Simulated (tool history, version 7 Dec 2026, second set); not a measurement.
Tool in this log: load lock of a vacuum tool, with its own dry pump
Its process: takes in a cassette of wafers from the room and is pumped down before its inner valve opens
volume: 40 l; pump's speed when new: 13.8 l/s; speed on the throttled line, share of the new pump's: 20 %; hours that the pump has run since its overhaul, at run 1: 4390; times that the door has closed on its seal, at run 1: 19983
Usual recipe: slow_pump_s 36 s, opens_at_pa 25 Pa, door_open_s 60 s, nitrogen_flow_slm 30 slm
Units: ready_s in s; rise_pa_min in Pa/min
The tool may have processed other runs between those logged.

run    hour  slow_pump_s  opens_at_pa  door_open_s  nitrogen_flow_slm  hours that the pump has run since its overhaul  times that the door has closed on its seal  incoming humidity of the room's air, %  ready_s  rise_pa_min
  1     0.0           36           25           60                 30                                            4390                                       19983                                    46.9     52.2        0.023
  2   212.8           36           25           60                 30                                            4603                                       20487                                    46.3     52.3        0.025
  3   505.6           36           19           60                 30                                            4896                                       21180                                    47.9     54.3        0.024
  4   749.2           36           25          112                 30                                            5140                                       21758                                    44.5     52.5        0.025
  5   881.9           21           25           60                 30                                            5272                                       22072                                    43.7     40.8        0.020
  6  1167.6           21           25           60                 30                                            5558                                       22749                                    41.0     40.8        0.020
  7  1311.6           21           25           60                 30                                            5702                                       23090                                    40.6     40.2        0.018
  8  1568.5           21           25           60                 30                                            5959                                       23698                                    44.8     40.7        0.017
     1609.7  -- door's seal changed, seat wiped
  9  1813.8           21           25           60                 30                                            6203                                         484                                    42.5     40.9        0.020
 10  2041.2           36           25          196                 30                                            6430                                        1023                                    44.9     53.3        0.037
 11  2298.2           36           25           60                 30                                            6687                                        1632                                    47.5     52.3        0.022
 12  2559.3           36           21           60                 31                                            6948                                        2250                                    45.8     52.7        0.022
 13  2845.2           36           21           60                 31                                            7234                                        2928                                    43.1     53.6        0.019
 14  3146.9           36           21           60                 31                                            7536                                        3642                                    44.4     54.0        0.020
 15  3447.0           36           21           60                 31                                            7836                                        4353                                    44.8     53.6        0.025
 16  3733.6           36           21           60                 31                                            8122                                        5032                                    45.1     53.2        0.016
 17  3930.5           49           23           60                 13                                            8319                                        5499                                    49.7     63.3        0.033
 18  4158.1           42           27           26                 15                                            8547                                        6038                                    43.1     56.9        0.020
 19  4310.1           42           27           26                 15                                            8699                                        6398                                    49.7     57.2        0.020
 20  4482.1           42           33           59                 15                                            8871                                        6805                                    42.8     56.4        0.028
 21  4713.8           29           36           29                 12                                            9103                                        7354                                    43.9     45.6        0.022
 22  5009.0           32           25          107                 11                                            9398                                        8054                                    46.3     49.6        0.046

Each row is a separate what-if for the run after 22, all from the same tool condition, not one after another. Results?
  A  5211.9           32           25          107                 13                                            9601                                        8534                                    43.6        ?            ?
  B  5211.9           36           18           60                 30                                            9601                                        8534                                    45.0        ?            ?
  C  5211.9           36           25           38                 30                                            9601                                        8534                                    42.2        ?            ?

run  ready_s  rise_pa_min
  A     49.9        0.037
  B     53.4        0.018
  C     52.3        0.023
The same runs, with their run-to-run variation unchanged, on a tool lacking any hidden condition would have given:
run  ready_s  rise_pa_min
  A     49.9        0.037
  B     53.4        0.018
  C     52.3        0.023
